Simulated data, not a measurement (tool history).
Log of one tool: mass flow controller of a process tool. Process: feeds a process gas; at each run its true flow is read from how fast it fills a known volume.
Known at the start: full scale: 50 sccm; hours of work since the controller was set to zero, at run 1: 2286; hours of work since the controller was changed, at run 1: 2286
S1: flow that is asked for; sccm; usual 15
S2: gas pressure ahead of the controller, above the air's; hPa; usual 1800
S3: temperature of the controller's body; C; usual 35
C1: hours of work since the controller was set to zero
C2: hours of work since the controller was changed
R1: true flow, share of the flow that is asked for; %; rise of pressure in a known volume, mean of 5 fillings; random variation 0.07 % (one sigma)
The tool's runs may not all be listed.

Run 1, hour 0.0: usual settings; C1 2286; C2 2286. Result: R1 99.14 %.
Run 2, hour 83.9: usual settings; C1 2343; C2 2343. Result: R1 99.11 %.
Run 3, hour 186.7: usual settings; C1 2413; C2 2413. Result: R1 99.06 %.
Run 4, hour 247.8: usual settings; C1 2454; C2 2454. Result: R1 99.03 %.
Run 5, hour 352.3: usual settings; C1 2525; C2 2525. Result: R1 98.99 %.
Run 6, hour 423.7: usual settings; C1 2574; C2 2574. Result: R1 99.09 %.
Run 7, hour 501.2: usual settings; C1 2627; C2 2627. Result: R1 99.16 %.
Run 8, hour 565.2: usual settings; C1 2670; C2 2670. Result: R1 99.05 %.
Run 9, hour 665.6: usual settings but S2 1530 hPa; C1 2738; C2 2738. Result: R1 98.74 %.
Run 10, hour 745.6: usual settings but S2 1530 hPa; C1 2793; C2 2793. Result: R1 98.88 %.
Run 11, hour 838.7: usual settings but S2 1890 hPa; C1 2856; C2 2856. Result: R1 99.17 %.
Run 12, hour 898.2: usual settings but S2 1890 hPa; C1 2896; C2 2896. Result: R1 99.16 %.
Run 13, hour 977.2: usual settings but S2 1890 hPa; C1 2950; C2 2950. Result: R1 99.04 %.
Run 14, hour 1048.9: usual settings but S2 1890 hPa; C1 2999; C2 2999. Result: R1 99.19 %.
Run 15, hour 1145.5: usual settings but S2 1890 hPa; C1 3064; C2 3064. Result: R1 99.09 %.
Run 16, hour 1222.9: usual settings but S1 47 sccm, S2 2790 hPa; C1 3117; C2 3117. Result: R1 100.66 %.
Run 17, hour 1288.2: usual settings but S1 47 sccm, S2 2790 hPa, S3 30 C; C1 3161; C2 3161. Result: R1 100.38 %.
Run 18, hour 1370.0: usual settings but S1 34 sccm, S2 2230 hPa; C1 3217; C2 3217. Result: R1 100.00 %.
Run 19, hour 1460.8: usual settings but S1 28 sccm, S2 1570 hPa, S3 31 C; C1 3279; C2 3279. Result: R1 99.18 %.
Run 20, hour 1524.5: usual settings but S1 21 sccm, S2 1620 hPa, S3 32 C; C1 3322; C2 3322. Result: R1 98.89 %.
Run 21, hour 1572.4: usual settings but S1 41 sccm, S2 1880 hPa, S3 21 C; C1 3355; C2 3355. Result: R1 99.57 %.
Run 22, hour 1626.8: usual settings but S1 41 sccm, S2 1880 hPa, S3 22 C; C1 3392; C2 3392. Result: R1 99.63 %.
Run 23, hour 1709.3: usual settings but S1 8 sccm, S2 1410 hPa, S3 20 C; C1 3448; C2 3448. Result: R1 98.08 %.
Run 24, hour 1756.0: usual settings but S2 1410 hPa, S3 28 C; C1 3479; C2 3479. Result: R1 98.68 %.
Run 25, hour 1813.1: usual settings but S1 31 sccm, S2 1470 hPa, S3 36 C; C1 3518; C2 3518. Result: R1 99.56 %.

4 ways to go on from here, each from the tool as it stands after run 25. What would each give?
Run A, hour 1888.9: usual settings but S3 40 C; C1 3570; C2 3570. Result: R1 ?.
Run B, hour 1888.9: usual settings but S2 1900 hPa, S3 33 C; C1 3570; C2 3570. Result: R1 ?.
Run C, hour 1888.9: usual settings but S1 43 sccm, S2 2800 hPa, S3 36 C; C1 3570; C2 3570. Result: R1 ?.
Run D, hour 1888.9: usual settings but S1 31 sccm, S2 1470 hPa, S3 31 C; C1 3570; C2 3570. Result: R1 ?.

run      R1
  A   99.35
  B   99.03
  C  100.60
  D   99.30
Without the tool's hidden state the same runs would have given:
run      R1
  A   99.34
  B   99.01
  C  100.60
  D   99.30

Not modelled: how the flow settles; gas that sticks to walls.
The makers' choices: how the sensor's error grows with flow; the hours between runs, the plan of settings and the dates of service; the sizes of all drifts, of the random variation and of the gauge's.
